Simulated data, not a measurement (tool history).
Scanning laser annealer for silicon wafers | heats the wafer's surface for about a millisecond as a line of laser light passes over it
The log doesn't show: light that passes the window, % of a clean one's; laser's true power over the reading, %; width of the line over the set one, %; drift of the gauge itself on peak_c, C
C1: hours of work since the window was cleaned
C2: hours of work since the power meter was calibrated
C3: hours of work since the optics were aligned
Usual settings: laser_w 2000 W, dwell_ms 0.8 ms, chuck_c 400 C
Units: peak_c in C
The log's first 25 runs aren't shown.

run 26 hour=1090.3 | laser_w=2146 dwell_ms=0.934 chuck_c=373 | C1=534 C2=1378 C3=403 | peak_c=1170
run 27 hour=1122.7 | laser_w=1851 dwell_ms=0.989 chuck_c=411 | C1=560 C2=1404 C3=429 | peak_c=1120
run 28 hour=1162 | laser_w=1702 dwell_ms=0.576 chuck_c=437 | C1=591 C2=1435 C3=460 | peak_c=941
run 29 hour=1217.8 | laser_w=1802 dwell_ms=0.578 chuck_c=436 | C1=635 C2=1480 C3=505 | peak_c=969
run 30 hour=1252.1 | laser_w=2000 dwell_ms=0.79 chuck_c=400 | C1=663 C2=1507 C3=532 | peak_c=1081
-- hour=1286.8 window over the wafer cleaned
run 31 hour=1290.6 | laser_w=2000 dwell_ms=0.79 chuck_c=400 | C1=3 C2=1536 C3=561 | peak_c=1107
run 32 hour=1325.5 | laser_w=2000 dwell_ms=0.677 chuck_c=437 | C1=31 C2=1564 C3=589 | peak_c=1094
run 33 hour=1355.5 | laser_w=2000 dwell_ms=0.677 chuck_c=437 | C1=55 C2=1588 C3=613 | peak_c=1091
run 34 hour=1383.9 | laser_w=2000 dwell_ms=0.8 chuck_c=386 | C1=77 C2=1611 C3=636 | peak_c=1096
run 35 hour=1423.2 | laser_w=1743 dwell_ms=0.649 chuck_c=400 | C1=109 C2=1642 C3=667 | peak_c=961
run 36 hour=1483.6 | laser_w=1970 dwell_ms=0.659 chuck_c=397 | C1=157 C2=1690 C3=715 | peak_c=1029
run 37 hour=1524.8 | laser_w=2051 dwell_ms=0.659 chuck_c=397 | C1=190 C2=1723 C3=748 | peak_c=1052
run 38 hour=1558 | laser_w=2051 dwell_ms=0.659 chuck_c=397 | C1=216 C2=1749 C3=774 | peak_c=1048
run 39 hour=1589.4 | laser_w=2000 dwell_ms=0.697 chuck_c=400 | C1=241 C2=1774 C3=799 | peak_c=1052
run 40 hour=1635.3 | laser_w=1867 dwell_ms=0.611 chuck_c=400 | C1=278 C2=1811 C3=836 | peak_c=976

4 ways to go on from here, each from the tool as it stands after run 40. What would each give?
run A hour=1696.5 | laser_w=2007 dwell_ms=0.833 chuck_c=400 | C1=326 C2=1860 C3=885 | peak_c=?
run B hour=1696.5 | laser_w=1834 dwell_ms=0.611 chuck_c=391 | C1=326 C2=1860 C3=885 | peak_c=?
run C hour=1696.5 | laser_w=2000 dwell_ms=0.8 chuck_c=370 | C1=326 C2=1860 C3=885 | peak_c=?
run D hour=1696.5 | laser_w=1972 dwell_ms=0.863 chuck_c=379 | C1=326 C2=1860 C3=885 | peak_c=?

run=A peak_c=1112
run=B peak_c=952
run=C peak_c=1068
run=D peak_c=1093
Without the tool's hidden state the same runs would have given:
run=A peak_c=1131
run=B peak_c=967
run=C peak_c=1086
run=D peak_c=1112

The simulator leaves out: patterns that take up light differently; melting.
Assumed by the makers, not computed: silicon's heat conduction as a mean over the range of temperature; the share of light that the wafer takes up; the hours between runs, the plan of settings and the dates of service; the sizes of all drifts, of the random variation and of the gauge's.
